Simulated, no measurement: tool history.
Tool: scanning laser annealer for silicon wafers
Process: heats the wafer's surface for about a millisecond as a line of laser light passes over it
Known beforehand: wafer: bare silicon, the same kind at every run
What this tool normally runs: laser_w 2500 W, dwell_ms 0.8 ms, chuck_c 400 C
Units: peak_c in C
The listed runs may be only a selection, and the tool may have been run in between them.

| run | hour | laser_w | dwell_ms | chuck_c | peak_c |
|---|---|---|---|---|---|
| 1 | 0 | 2500 | 0.8 | 400 | 1102 |
| 2 | 72.6 | 2500 | 0.8 | 424 | 1122 |
| 3 | 137.9 | 2500 | 0.8 | 424 | 1123 |
| 4 | 178 | 2500 | 0.8 | 378 | 1080 |
| 5 | 237.3 | 2500 | 0.8 | 400 | 1101 |
| 6 | 316.1 | 2500 | 0.704 | 400 | 1058 |
| 7 | 386.9 | 2500 | 0.704 | 400 | 1060 |
| 8 | 438.8 | 2500 | 0.704 | 400 | 1057 |
| 9 | 503.2 | 2500 | 0.704 | 400 | 1058 |
| 10 | 545.3 | 2500 | 0.704 | 400 | 1062 |
| 11 | 584.5 | 2500 | 0.8 | 400 | 1099 |
| 12 | 653.6 | 2500 | 0.999 | 400 | 1178 |
| 13 | 725.5 | 2500 | 0.999 | 400 | 1177 |
| 14 | 785.8 | 2500 | 0.877 | 400 | 1132 |
| 15 | 829.6 | 2500 | 0.8 | 392 | 1090 |
| 16 | 877.5 | 2500 | 0.8 | 393 | 1092 |
| 17 | 929.2 | 2500 | 0.8 | 393 | 1090 |
| 18 | 986.4 | 2500 | 0.859 | 400 | 1125 |
| 19 | 1028.6 | 2500 | 0.859 | 400 | 1122 |
| 20 | 1062.9 | 2500 | 0.859 | 400 | 1121 |
| 21 | 1110.4 | 2747 | 0.859 | 400 | 1199 |
| 22 | 1163.6 | 2422 | 0.63 | 376 | 979 |
| 23 | 1208.8 | 2634 | 0.745 | 400 | 1117 |
| 24 | 1263.4 | 2634 | 0.745 | 400 | 1116 |
| 25 | 1338.9 | 2142 | 0.704 | 385 | 940 |
| 26 | 1398.4 | 2706 | 0.848 | 400 | 1184 |
| 27 | 1434 | 2580 | 0.8 | 400 | 1125 |
| 28 | 1517 | 2580 | 0.73 | 400 | 1095 |
| 29 | 1598.2 | 2635 | 0.891 | 400 | 1182 |
| 30 | 1638.5 | 2635 | 0.891 | 400 | 1177 |
| 31 | 1695.7 | 2363 | 0.8 | 435 | 1095 |
| 32 | 1771.7 | 2715 | 0.655 | 434 | 1129 |
| 33 | 1817.4 | 2715 | 0.655 | 434 | 1130 |
| 34 | 1860.7 | 2715 | 0.655 | 434 | 1132 |
| 35 | 1936.3 | 2665 | 0.8 | 431 | 1181 |
| 36 | 2005.3 | 2665 | 0.8 | 431 | 1179 |
| 37 | 2057.3 | 2500 | 0.8 | 379 | 1077 |
| 38 | 2128.5 | 2498 | 0.8 | 400 | 1103 |
| 39 | 2166.9 | 2703 | 0.577 | 433 | 1081 |
| 40 | 2225.1 | 2677 | 0.577 | 403 | 1047 |

Between the runs listed above, the log contained 4 entries, not reproduced here. Where in the sequence does each belong, and how does what the log doesn't record of the tool's condition differ from the listed run before to the listed run after?
Logged between run 5 and run 6: window over the wafer cleaned (hour 315.7)
  light that passes the window, % of a clean one's: 99.92 -> 100; width of the line over the set one, %: 0.06 -> 0.07
Logged between run 20 and run 21: optics aligned, line set to its width (hour 1093.8)
  light that passes the window, % of a clean one's: 99.94 -> 99.93; width of the line over the set one, %: 0.09 -> 0
Logged between run 23 and run 24: window over the wafer cleaned (hour 1254.2)
  light that passes the window, % of a clean one's: 99.92 -> 99.99; width of the line over the set one, %: 0 -> 0.01
Logged between run 39 and run 40: window over the wafer cleaned (hour 2188.7)
  light that passes the window, % of a clean one's: 99.92 -> 99.99; width of the line over the set one, %: 0.03 -> 0.04

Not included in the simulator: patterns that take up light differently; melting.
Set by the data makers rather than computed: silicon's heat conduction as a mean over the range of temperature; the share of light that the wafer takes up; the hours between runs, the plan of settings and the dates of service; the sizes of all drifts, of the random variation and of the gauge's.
